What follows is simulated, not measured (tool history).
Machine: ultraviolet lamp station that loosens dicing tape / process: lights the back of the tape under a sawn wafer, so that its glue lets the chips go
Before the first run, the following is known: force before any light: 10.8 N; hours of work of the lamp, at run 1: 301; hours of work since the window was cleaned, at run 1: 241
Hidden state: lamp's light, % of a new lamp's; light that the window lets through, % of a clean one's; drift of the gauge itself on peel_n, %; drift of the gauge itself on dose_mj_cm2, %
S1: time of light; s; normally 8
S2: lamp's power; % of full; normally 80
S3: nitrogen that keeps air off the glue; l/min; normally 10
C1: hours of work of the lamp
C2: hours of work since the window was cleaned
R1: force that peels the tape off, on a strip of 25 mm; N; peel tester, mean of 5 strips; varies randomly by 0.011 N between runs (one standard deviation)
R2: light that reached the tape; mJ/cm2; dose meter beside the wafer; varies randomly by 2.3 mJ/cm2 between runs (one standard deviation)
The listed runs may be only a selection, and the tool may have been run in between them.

| run | hour | S1 | S2 | S3 | C1 | C2 | R1 | R2 |
|---|---|---|---|---|---|---|---|---|
| 1 | 0.0 | 8 | 80 | 10 | 301 | 241 | 0.851 | 179 |
| 2 | 11.5 | 8 | 80 | 10 | 310 | 250 | 0.898 | 176 |
| 3 | 18.5 | 8 | 80 | 10 | 316 | 256 | 0.897 | 176 |
| 4 | 29.9 | 8 | 80 | 11 | 324 | 264 | 0.849 | 176 |
| 5 | 38.5 | 8 | 80 | 11 | 331 | 271 | 0.838 | 175 |
| 6 | 45.0 | 8 | 80 | 11 | 336 | 276 | 0.847 | 178 |
| 7 | 53.6 | 8 | 80 | 11 | 343 | 283 | 0.858 | 175 |
| 8 | 58.8 | 8 | 80 | 10 | 347 | 287 | 0.944 | 170 |
| 9 | 67.5 | 8 | 80 | 10 | 353 | 293 | 0.935 | 171 |
| 10 | 73.7 | 8 | 80 | 10 | 358 | 298 | 0.941 | 174 |
| 11 | 79.8 | 5 | 80 | 10 | 363 | 303 | 2.310 | 110 |
| 12 | 89.3 | 5 | 80 | 10 | 370 | 310 | 2.362 | 107 |
| 13 | 99.7 | 5 | 80 | 10 | 378 | 318 | 2.523 | 104 |
|  | 101.1 | window cleaned of glue's vapour |
| 14 | 108.2 | 8 | 80 | 10 | 384 | 5 | 1.181 | 152 |
| 15 | 113.3 | 4 | 80 | 10 | 388 | 9 | 3.496 | 79 |
| 16 | 118.7 | 8 | 80 | 10 | 392 | 14 | 1.195 | 160 |
| 17 | 123.6 | 8 | 80 | 10 | 396 | 17 | 1.230 | 154 |
| 18 | 131.1 | 8 | 80 | 10 | 402 | 23 | 1.173 | 157 |
| 19 | 142.6 | 8 | 80 | 10 | 411 | 32 | 1.226 | 157 |
|  | 146.6 | window cleaned of glue's vapour, once more |
| 20 | 151.3 | 11 | 80 | 10 | 417 | 4 | 0.345 | 255 |
| 21 | 160.6 | 6 | 97 | 3 | 424 | 11 | 2.691 | 165 |

Run 22 has not been measured yet. What should we expect?
| 22 | 171.3 | 8 | 98 | 4 | 432 | 19 | ? | ? |

{"run 22": {"R1": 1.25, "R2": 223}}
Take away the tool's hidden state, keep the run-to-run variation as it was, and the same run would have given R1 0.804 N, R2 271 mJ/cm2.

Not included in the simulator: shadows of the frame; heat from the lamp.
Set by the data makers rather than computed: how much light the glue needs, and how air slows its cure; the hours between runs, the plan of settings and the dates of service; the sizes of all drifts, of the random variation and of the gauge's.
